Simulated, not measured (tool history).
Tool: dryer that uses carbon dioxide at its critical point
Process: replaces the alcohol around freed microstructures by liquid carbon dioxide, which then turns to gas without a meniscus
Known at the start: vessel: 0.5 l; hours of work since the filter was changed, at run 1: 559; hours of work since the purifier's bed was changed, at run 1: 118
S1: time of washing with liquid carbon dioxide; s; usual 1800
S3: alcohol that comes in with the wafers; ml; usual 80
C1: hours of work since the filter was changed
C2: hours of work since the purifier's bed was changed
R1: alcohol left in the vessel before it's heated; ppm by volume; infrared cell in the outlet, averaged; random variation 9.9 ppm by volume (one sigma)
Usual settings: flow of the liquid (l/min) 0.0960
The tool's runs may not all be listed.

run 1 hour=0.0 | S1=1800 flow_of_the_liquid_(l/min)=0.0960 S3=80 | C1=559 C2=118 | R1=1274
-- hour=3.2 inlet filter changed
run 2 hour=16.9 | S1=1800 flow_of_the_liquid_(l/min)=0.0960 S3=20 | C1=11 C2=130 | R1=180
run 3 hour=28.2 | S1=1800 flow_of_the_liquid_(l/min)=0.0960 S3=20 | C1=20 C2=139 | R1=172
run 4 hour=48.9 | S1=1800 flow_of_the_liquid_(l/min)=0.0960 S3=20 | C1=36 C2=155 | R1=176
run 5 hour=63.7 | S1=1800 flow_of_the_liquid_(l/min)=0.0960 S3=80 | C1=47 C2=167 | R1=678
run 6 hour=79.9 | S1=1800 flow_of_the_liquid_(l/min)=0.0595 S3=80 | C1=60 C2=179 | R1=5276
run 7 hour=99.9 | S1=1800 flow_of_the_liquid_(l/min)=0.0595 S3=80 | C1=76 C2=195 | R1=5312
run 8 hour=116.2 | S1=1200 flow_of_the_liquid_(l/min)=0.0960 S3=53 | C1=89 C2=208 | R1=2841
run 9 hour=139.2 | S1=1200 flow_of_the_liquid_(l/min)=0.0960 S3=53 | C1=107 C2=226 | R1=2868
run 10 hour=156.6 | S1=1200 flow_of_the_liquid_(l/min)=0.0960 S3=53 | C1=120 C2=240 | R1=2928
run 11 hour=180.1 | S1=1200 flow_of_the_liquid_(l/min)=0.0960 S3=53 | C1=139 C2=258 | R1=2980
run 12 hour=199.8 | S1=1200 flow_of_the_liquid_(l/min)=0.0960 S3=34 | C1=154 C2=273 | R1=1926
run 13 hour=210.6 | S1=1200 flow_of_the_liquid_(l/min)=0.0644 S3=34 | C1=163 C2=282 | R1=6037
run 14 hour=230.5 | S1=1200 flow_of_the_liquid_(l/min)=0.0644 S3=34 | C1=178 C2=297 | R1=6167

Forecast each of these 4 alternatives for the next run:
run A hour=249.6 | S1=1860 flow_of_the_liquid_(l/min)=0.0778 S3=34 | C1=193 C2=312 | R1=?
run B hour=249.6 | S1=1200 flow_of_the_liquid_(l/min)=0.1459 S3=92 | C1=193 C2=312 | R1=?
run C hour=249.6 | S1=2520 flow_of_the_liquid_(l/min)=0.0960 S3=80 | C1=193 C2=312 | R1=?
run D hour=249.6 | S1=1980 flow_of_the_liquid_(l/min)=0.0960 S3=80 | C1=193 C2=312 | R1=?

run=A R1=847
run=B R1=909
run=C R1=132
run=D R1=501
Without the tool's hidden state the same runs would have given:
run=A R1=619
run=B R1=630
run=C R1=65
run=D R1=325

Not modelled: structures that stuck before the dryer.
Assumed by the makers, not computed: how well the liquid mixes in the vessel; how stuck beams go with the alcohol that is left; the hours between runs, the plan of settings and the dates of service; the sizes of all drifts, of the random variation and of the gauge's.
